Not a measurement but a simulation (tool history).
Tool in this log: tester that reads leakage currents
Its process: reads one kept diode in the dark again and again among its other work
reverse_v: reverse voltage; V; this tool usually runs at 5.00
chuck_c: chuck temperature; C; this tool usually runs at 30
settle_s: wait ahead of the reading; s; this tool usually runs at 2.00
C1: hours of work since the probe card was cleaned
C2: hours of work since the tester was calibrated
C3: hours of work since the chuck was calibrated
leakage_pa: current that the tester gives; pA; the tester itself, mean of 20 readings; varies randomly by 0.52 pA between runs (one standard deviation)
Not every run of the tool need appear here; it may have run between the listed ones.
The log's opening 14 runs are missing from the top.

run 15 hour=311.1 | reverse_v=5.00 chuck_c=43 settle_s=0.67 | C1=334 C2=666 C3=541 | leakage_pa=490.31
run 16 hour=337.3 | reverse_v=5.00 chuck_c=43 settle_s=2.61 | C1=354 C2=686 C3=562 | leakage_pa=489.33
run 17 hour=358.1 | reverse_v=5.00 chuck_c=43 settle_s=2.61 | C1=370 C2=702 C3=578 | leakage_pa=485.91
run 18 hour=386.1 | reverse_v=5.00 chuck_c=43 settle_s=2.61 | C1=392 C2=724 C3=600 | leakage_pa=487.40
run 19 hour=415.0 | reverse_v=5.00 chuck_c=43 settle_s=2.61 | C1=414 C2=747 C3=622 | leakage_pa=486.45
run 20 hour=435.8 | reverse_v=5.00 chuck_c=43 settle_s=2.61 | C1=431 C2=763 C3=639 | leakage_pa=482.94
run 21 hour=451.9 | reverse_v=2.34 chuck_c=58 settle_s=0.41 | C1=443 C2=775 C3=651 | leakage_pa=1046.64
-- hour=456.3 chuck's temperature calibrated
run 22 hour=469.5 | reverse_v=2.34 chuck_c=58 settle_s=0.41 | C1=455 C2=787 C3=10 | leakage_pa=1020.95
run 23 hour=482.5 | reverse_v=2.34 chuck_c=58 settle_s=0.41 | C1=465 C2=798 C3=20 | leakage_pa=1017.51
run 24 hour=496.8 | reverse_v=2.34 chuck_c=43 settle_s=1.54 | C1=477 C2=809 C3=32 | leakage_pa=313.61
-- hour=513.8 chuck's temperature calibrated, once more
run 25 hour=528.2 | reverse_v=2.34 chuck_c=43 settle_s=1.54 | C1=499 C2=832 C3=11 | leakage_pa=349.03
run 26 hour=548.8 | reverse_v=2.88 chuck_c=25 settle_s=0.42 | C1=515 C2=848 C3=27 | leakage_pa=85.17
run 27 hour=565.5 | reverse_v=11.20 chuck_c=39 settle_s=3.80 | C1=528 C2=861 C3=40 | leakage_pa=588.15
run 28 hour=590.4 | reverse_v=11.20 chuck_c=39 settle_s=3.80 | C1=548 C2=880 C3=60 | leakage_pa=584.51
run 29 hour=608.7 | reverse_v=1.61 chuck_c=30 settle_s=7.84 | C1=562 C2=894 C3=74 | leakage_pa=94.12
run 30 hour=633.1 | reverse_v=3.31 chuck_c=32 settle_s=4.66 | C1=581 C2=913 C3=93 | leakage_pa=165.67
run 31 hour=648.3 | reverse_v=1.76 chuck_c=20 settle_s=0.47 | C1=593 C2=925 C3=105 | leakage_pa=40.78
run 32 hour=673.1 | reverse_v=4.12 chuck_c=20 settle_s=3.37 | C1=612 C2=944 C3=124 | leakage_pa=64.13
run 33 hour=694.8 | reverse_v=4.12 chuck_c=32 settle_s=0.37 | C1=629 C2=961 C3=141 | leakage_pa=188.86
run 34 hour=708.8 | reverse_v=10.44 chuck_c=40 settle_s=4.53 | C1=640 C2=972 C3=152 | leakage_pa=603.73
run 35 hour=729.3 | reverse_v=10.44 chuck_c=40 settle_s=4.53 | C1=656 C2=988 C3=168 | leakage_pa=603.32
run 36 hour=758.4 | reverse_v=7.61 chuck_c=30 settle_s=6.59 | C1=679 C2=1011 C3=190 | leakage_pa=217.80
run 37 hour=782.1 | reverse_v=9.47 chuck_c=32 settle_s=0.85 | C1=697 C2=1029 C3=209 | leakage_pa=294.13
run 38 hour=802.1 | reverse_v=3.74 chuck_c=45 settle_s=2.28 | C1=713 C2=1045 C3=224 | leakage_pa=515.71
run 39 hour=821.1 | reverse_v=3.57 chuck_c=57 settle_s=2.25 | C1=727 C2=1060 C3=239 | leakage_pa=1279.92

Branching from run 39: 5 alternative next runs. What would each branch give?
run A hour=850.9 | reverse_v=9.42 chuck_c=22 settle_s=2.25 | C1=751 C2=1083 C3=262 | leakage_pa=?
run B hour=850.9 | reverse_v=5.00 chuck_c=31 settle_s=2.00 | C1=751 C2=1083 C3=262 | leakage_pa=?
run C hour=850.9 | reverse_v=5.00 chuck_c=30 settle_s=5.39 | C1=751 C2=1083 C3=262 | leakage_pa=?
run D hour=850.9 | reverse_v=5.00 chuck_c=33 settle_s=0.79 | C1=751 C2=1083 C3=262 | leakage_pa=?
run E hour=850.9 | reverse_v=5.92 chuck_c=57 settle_s=4.03 | C1=751 C2=1083 C3=262 | leakage_pa=?

run=A leakage_pa=120.82
run=B leakage_pa=187.13
run=C leakage_pa=170.82
run=D leakage_pa=223.57
run=E leakage_pa=1674.45
With no hidden state in the tool, these same runs would have given:
run=A leakage_pa=119.43
run=B leakage_pa=190.13
run=C leakage_pa=173.37
run=D leakage_pa=227.56
run=E leakage_pa=1714.03

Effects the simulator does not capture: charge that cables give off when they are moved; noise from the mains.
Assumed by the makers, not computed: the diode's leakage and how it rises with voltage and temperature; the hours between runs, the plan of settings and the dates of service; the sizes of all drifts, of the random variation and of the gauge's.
